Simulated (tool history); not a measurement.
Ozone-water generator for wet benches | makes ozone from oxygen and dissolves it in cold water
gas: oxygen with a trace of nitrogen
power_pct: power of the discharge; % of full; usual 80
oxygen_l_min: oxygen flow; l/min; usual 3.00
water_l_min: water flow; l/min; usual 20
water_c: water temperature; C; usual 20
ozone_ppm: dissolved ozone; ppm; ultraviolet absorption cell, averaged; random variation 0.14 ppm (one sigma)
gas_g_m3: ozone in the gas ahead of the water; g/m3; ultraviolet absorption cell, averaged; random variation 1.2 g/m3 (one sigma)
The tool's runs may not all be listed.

| run | hour | power_pct | oxygen_l_min | water_l_min | water_c | ozone_ppm | gas_g_m3 |
|---|---|---|---|---|---|---|---|
| 1 | 0.0 | 80 | 3.00 | 20 | 20 | 15.1 | 194.9 |
| 2 | 69.4 | 80 | 3.00 | 20 | 20 | 15.0 | 196.0 |
| 3 | 162.1 | 80 | 3.00 | 20 | 20 | 15.0 | 194.4 |
| 4 | 288.4 | 80 | 3.00 | 20 | 20 | 14.8 | 194.0 |
| 5 | 402.6 | 66 | 3.00 | 20 | 20 | 13.0 | 171.2 |
| 6 | 531.0 | 80 | 4.64 | 20 | 20 | 14.1 | 142.9 |
| 7 | 588.9 | 56 | 4.64 | 17 | 20 | 12.7 | 114.8 |
| 8 | 663.3 | 80 | 3.19 | 20 | 13 | 15.8 | 185.4 |
| 9 | 784.2 | 80 | 3.19 | 20 | 13 | 15.8 | 183.8 |
|  | 836.4 | water thermometer calibrated |
| 10 | 890.6 | 82 | 3.00 | 25 | 20 | 12.2 | 194.9 |
| 11 | 979.1 | 82 | 3.00 | 25 | 20 | 12.3 | 194.1 |
| 12 | 1064.6 | 80 | 3.00 | 20 | 22 | 14.3 | 192.0 |

Forecast each of these 5 alternatives for the next run:
| A | 1151.7 | 90 | 3.69 | 20 | 23 | ? | ? |
| B | 1151.7 | 80 | 4.49 | 20 | 22 | ? | ? |
| C | 1151.7 | 41 | 3.00 | 31 | 20 | ? | ? |
| D | 1151.7 | 43 | 3.00 | 18 | 12 | ? | ? |
| E | 1151.7 | 47 | 2.38 | 20 | 20 | ? | ? |

| run | ozone_ppm | gas_g_m3 |
|---|---|---|
| A | 14.9 | 177.4 |
| B | 13.6 | 143.9 |
| C | 6.5 | 125.0 |
| D | 11.7 | 129.4 |
| E | 10.4 | 159.9 |
Without the tool's hidden state the same runs would have given:
| run | ozone_ppm | gas_g_m3 |
|---|---|---|
| A | 16.9 | 198.4 |
| B | 15.3 | 159.8 |
| C | 7.0 | 133.0 |
| D | 12.6 | 138.1 |
| E | 11.3 | 171.6 |
